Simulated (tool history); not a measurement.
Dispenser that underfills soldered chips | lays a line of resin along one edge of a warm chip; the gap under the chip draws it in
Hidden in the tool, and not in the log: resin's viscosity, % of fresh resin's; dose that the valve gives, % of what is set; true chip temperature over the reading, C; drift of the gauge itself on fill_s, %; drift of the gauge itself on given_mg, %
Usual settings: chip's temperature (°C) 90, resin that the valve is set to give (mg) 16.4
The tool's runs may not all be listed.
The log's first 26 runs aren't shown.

run,hour,chip's temperature (°C),resin that the valve is set to give (mg),hours of work since the syringe was changed,hours of work since the valve was cleaned,hours of work since the stage was calibrated,time until the resin shows at the far edge (s),resin that the valve gave (mg)
# hour 280.3: new syringe of resin
# hour 292: new syringe of resin
27,293.1,83,16.4,1,10,302,18.2,16.27
28,301.7,81,14.7,6,15,307,26.2,14.43
# hour 303.7: new syringe of resin
29,313.7,97,14.7,6,23,314,14.1,14.5
# hour 314.6: new syringe of resin
30,320.8,90,16.2,4,27,318,15.3,15.87
# hour 326: new syringe of resin
31,333.4,90,16.2,4,34,325,15.9,15.69
# hour 337.7: new syringe of resin
32,344.5,94,20.9,4,41,332,13,20.16
# hour 349.3: new syringe of resin
33,357.8,78,20,5,49,340,26.9,19.31
# hour 360.3: new syringe of resin
34,370.5,101,14,6,56,347,11.8,13.44

3 ways to go on from here, each from the tool as it stands after run 34. What would each give?
# hour 371.6: new syringe of resin
# hour 383.2: new syringe of resin
A,383.2,90,17.4,0,63,355,?,?
# hour 371.6: new syringe of resin
# hour 383.2: new syringe of resin
B,383.2,105,16.4,0,63,355,?,?
# hour 371.6: new syringe of resin
# hour 383.2: new syringe of resin
C,383.2,77,14.8,0,63,355,?,?

run,time until the resin shows at the far edge (s),resin that the valve gave (mg)
A,12.7,16.53
B,6.9,15.68
C,23.2,14.13
Without the tool's hidden state the same runs would have given:
run,time until the resin shows at the far edge (s),resin that the valve gave (mg)
A,11.3,17.39
B,6.2,16.49
C,20.6,14.86
